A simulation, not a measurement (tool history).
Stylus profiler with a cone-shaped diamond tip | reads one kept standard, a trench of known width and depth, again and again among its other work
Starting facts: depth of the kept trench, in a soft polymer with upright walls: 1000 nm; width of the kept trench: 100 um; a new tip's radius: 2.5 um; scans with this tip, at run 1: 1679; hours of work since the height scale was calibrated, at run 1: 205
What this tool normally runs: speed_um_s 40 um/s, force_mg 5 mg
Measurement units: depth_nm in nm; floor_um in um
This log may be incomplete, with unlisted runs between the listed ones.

run,day,speed_um_s,force_mg,scans with this tip,hours of work since the height scale was calibrated,depth_nm,floor_um
1,0,40,5,1679,205,1015.29,95.68
2,1.129,40,5,1788,218,1015.5,95.73
3,1.767,40,2.13,1849,226,1009.22,95.6
4,2.875,35,5,1956,239,1015.48,95.71
5,3.812,112,5,2046,250,1015.71,95.5
6,4.871,40,6.4,2148,262,1018.26,95.68
7,5.858,40,6.4,2243,274,1018.25,95.67
8,6.983,16,5,2352,287,1015.67,95.65
9,7.804,40,5,2430,297,1015.94,95.61
# day 7.892: height scale calibrated on a step standard
10,8.804,40,5,2525,11,1016.15,95.59
11,9.6,40,5,2601,20,1016.7,95.61
# day 9.712: height scale calibrated on a step standard, once more
12,10.146,40,2.6,2652,5,1008.93,95.58
13,11.004,40,2.6,2734,15,1008.96,95.51
14,11.646,40,2.6,2797,23,1008.99,95.56
15,12.767,40,4.5,2904,36,1013.88,95.58
16,13.617,40,4.5,2986,46,1013.74,95.54
17,14.212,13,2.07,3044,53,1008.32,95.56
18,14.975,25,3.55,3117,62,1011.8,95.55
19,15.942,25,3.55,3210,73,1012.11,95.52
20,16.788,20,2.2,3291,83,1008.42,95.53
21,17.308,10,3.67,3341,89,1012.31,95.58
22,17.95,40,3.67,3403,97,1012.27,95.48
23,18.75,40,3.67,3480,106,1012.27,95.5

Branching from run 23: 5 alternative next runs. What would each branch give?
A,19.779,52,2.44,3580,118,?,?
B,19.779,10,1.87,3580,118,?,?
C,19.779,56,11.66,3580,118,?,?
D,19.779,107,3.67,3580,118,?,?
E,19.779,11,5.57,3580,118,?,?

run,depth_nm,floor_um
A,1009.6,95.4
B,1008.18,95.53
C,1026.42,95.5
D,1012,95.28
E,1016,95.56
Without the tool's unlogged condition, the same runs would have read:
run,depth_nm,floor_um
A,1009.12,95.82
B,1007.69,95.95
C,1025.92,95.92
D,1011.51,95.69
E,1015.51,95.98
